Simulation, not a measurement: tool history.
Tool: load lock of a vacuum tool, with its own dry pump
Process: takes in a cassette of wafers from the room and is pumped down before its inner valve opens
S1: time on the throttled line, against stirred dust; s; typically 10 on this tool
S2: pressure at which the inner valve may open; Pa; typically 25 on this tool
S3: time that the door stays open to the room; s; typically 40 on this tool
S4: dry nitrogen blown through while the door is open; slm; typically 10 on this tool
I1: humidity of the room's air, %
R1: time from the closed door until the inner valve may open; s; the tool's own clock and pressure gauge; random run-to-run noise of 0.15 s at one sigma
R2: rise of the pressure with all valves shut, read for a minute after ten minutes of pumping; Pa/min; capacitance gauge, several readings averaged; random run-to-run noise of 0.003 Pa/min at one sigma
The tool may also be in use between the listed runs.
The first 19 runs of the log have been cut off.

run	hour	S1	S2	S3	S4	I1	R1	R2
20	3461.7	10	38	40	10	45.0	21.2	0.076
21	3691.8	10	38	40	10	44.9	21.2	0.080
22	3828.0	11	43	36	8	43.0	21.7	0.077
23	3967.6	15	41	40	11	43.6	24.9	0.080
24	4186.8	15	41	40	11	43.1	24.7	0.078
25	4413.4	10	45	238	10	43.8	21.2	0.154
26	4614.8	12	25	33	6	43.0	23.9	0.088
27	4736.7	6	18	141	31	45.0	19.9	0.088
28	4842.4	6	42	141	25	46.0	18.7	0.096
29	4944.6	15	26	142	10	48.3	26.3	0.134
# hour 5104.6: dry pump taken out, an overhauled one fitted
30	5161.2	7	19	88	4	44.3	17.8	0.129
31	5263.5	7	25	31	10	44.4	17.1	0.085
32	5373.4	16	41	40	5	44.9	23.6	0.104
33	5527.7	16	41	40	5	49.3	23.7	0.104
34	5725.8	18	27	103	33	42.0	25.7	0.085
35	5940.5	18	27	103	33	44.6	26.1	0.093
36	6141.6	18	29	107	33	43.7	25.9	0.094
37	6354.9	8	25	40	20	45.0	18.2	0.089

Branching from run 37: 4 alternative next runs. What would each branch give?
A	6523.8	9	25	197	5	46.9	?	?
B	6523.8	11	25	40	10	43.9	?	?
C	6523.8	10	23	40	8	41.7	?	?
D	6523.8	10	25	152	40	46.2	?	?

run	R1	R2
A	19.2	0.194
B	20.7	0.097
C	19.9	0.099
D	19.6	0.099
Without the tool's hidden state the same runs would have given:
run	R1	R2
A	18.9	0.140
B	20.4	0.043
C	19.5	0.046
D	19.2	0.046

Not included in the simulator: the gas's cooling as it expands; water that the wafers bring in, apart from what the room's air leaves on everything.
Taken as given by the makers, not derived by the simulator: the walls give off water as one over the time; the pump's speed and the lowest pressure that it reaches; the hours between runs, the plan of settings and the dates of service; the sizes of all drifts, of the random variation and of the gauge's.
